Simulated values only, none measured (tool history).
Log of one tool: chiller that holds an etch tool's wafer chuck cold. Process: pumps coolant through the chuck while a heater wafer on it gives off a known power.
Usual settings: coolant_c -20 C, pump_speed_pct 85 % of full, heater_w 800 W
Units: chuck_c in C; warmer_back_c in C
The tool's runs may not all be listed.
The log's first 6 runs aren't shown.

Run 7, hour 182.1: usual settings. Result: chuck_c -14.2 C, warmer_back_c 3.25 C.
Run 8, hour 209.2: usual settings. Result: chuck_c -14.1 C, warmer_back_c 3.24 C.
Run 9, hour 236.9: usual settings. Result: chuck_c -14.1 C, warmer_back_c 3.24 C.
Run 10, hour 266.3: usual settings. Result: chuck_c -14.2 C, warmer_back_c 3.36 C.
Run 11, hour 304.2: usual settings. Result: chuck_c -14.2 C, warmer_back_c 3.24 C.
Run 12, hour 326.0: usual settings. Result: chuck_c -14.2 C, warmer_back_c 3.25 C.
Run 13, hour 359.0: usual settings. Result: chuck_c -14.2 C, warmer_back_c 3.32 C.
Run 14, hour 398.9: usual settings. Result: chuck_c -14.2 C, warmer_back_c 3.28 C.
Run 15, hour 435.9: usual settings. Result: chuck_c -14.4 C, warmer_back_c 3.34 C.
Run 16, hour 477.9: usual settings. Result: chuck_c -14.4 C, warmer_back_c 3.35 C.
Run 17, hour 512.7: usual settings but coolant_c -15 C, pump_speed_pct 69 % of full, heater_w 434 W. Result: chuck_c -11.3 C, warmer_back_c 2.33 C.
Run 18, hour 552.1: usual settings but coolant_c -15 C, pump_speed_pct 83 % of full, heater_w 533 W. Result: chuck_c -11.0 C, warmer_back_c 2.32 C.
Run 19, hour 572.4: usual settings but coolant_c -15 C, pump_speed_pct 83 % of full, heater_w 533 W. Result: chuck_c -11.1 C, warmer_back_c 2.37 C.
Run 20, hour 608.7: usual settings but coolant_c -15 C, pump_speed_pct 83 % of full, heater_w 533 W. Result: chuck_c -11.2 C, warmer_back_c 2.42 C.
Run 21, hour 626.3: usual settings but coolant_c -15 C, pump_speed_pct 100 % of full, heater_w 1144 W. Result: chuck_c -8.0 C, warmer_back_c 4.06 C.
Run 22, hour 658.8: usual settings but coolant_c -16 C, pump_speed_pct 67 % of full, heater_w 419 W. Result: chuck_c -12.3 C, warmer_back_c 2.39 C.
Run 23, hour 690.1: usual settings but coolant_c -16 C, pump_speed_pct 67 % of full, heater_w 419 W. Result: chuck_c -12.3 C, warmer_back_c 2.39 C.
Run 24, hour 709.2: usual settings but coolant_c -25 C, pump_speed_pct 70 % of full. Result: chuck_c -18.1 C, warmer_back_c 4.11 C.
Run 25, hour 742.3: usual settings but coolant_c -22 C, pump_speed_pct 74 % of full, heater_w 547 W. Result: chuck_c -17.4 C, warmer_back_c 2.77 C.
Run 26, hour 774.0: usual settings but coolant_c -18 C, pump_speed_pct 75 % of full, heater_w 790 W. Result: chuck_c -11.7 C, warmer_back_c 3.84 C.
Run 27, hour 792.9: usual settings but coolant_c -11 C, pump_speed_pct 75 % of full, heater_w 790 W. Result: chuck_c -4.8 C, warmer_back_c 3.84 C.
Run 28, hour 828.9: usual settings but coolant_c -11 C, pump_speed_pct 75 % of full, heater_w 790 W. Result: chuck_c -4.5 C, warmer_back_c 3.87 C.
Run 29, hour 871.9: usual settings but pump_speed_pct 66 % of full, heater_w 820 W. Result: chuck_c -12.5 C, warmer_back_c 4.55 C.
Run 30, hour 901.3: usual settings but pump_speed_pct 66 % of full, heater_w 820 W. Result: chuck_c -12.5 C, warmer_back_c 4.57 C.
Run 31, hour 926.9: usual settings but pump_speed_pct 89 % of full, heater_w 751 W. Result: chuck_c -14.8 C, warmer_back_c 3.18 C.

Forecast each of these 4 alternatives for the next run:
Run A, hour 953.4: usual settings but coolant_c -21 C, pump_speed_pct 68 % of full, heater_w 546 W. Result: chuck_c ?, warmer_back_c ?.
Run B, hour 953.4: usual settings but coolant_c -25 C, pump_speed_pct 60 % of full, heater_w 459 W. Result: chuck_c ?, warmer_back_c ?.
Run C, hour 953.4: usual settings but coolant_c -13 C, heater_w 821 W. Result: chuck_c ?, warmer_back_c ?.
Run D, hour 953.4: usual settings but pump_speed_pct 89 % of full, heater_w 1151 W. Result: chuck_c ?, warmer_back_c ?.

run  chuck_c  warmer_back_c
  A    -16.3           3.08
  B    -20.4           2.95
  C     -7.1           3.62
  D    -12.2           4.67
Without the tool's hidden state the same runs would have given:
run  chuck_c  warmer_back_c
  A    -16.3           2.75
  B    -20.4           2.61
  C     -7.1           3.28
  D    -12.2           4.34

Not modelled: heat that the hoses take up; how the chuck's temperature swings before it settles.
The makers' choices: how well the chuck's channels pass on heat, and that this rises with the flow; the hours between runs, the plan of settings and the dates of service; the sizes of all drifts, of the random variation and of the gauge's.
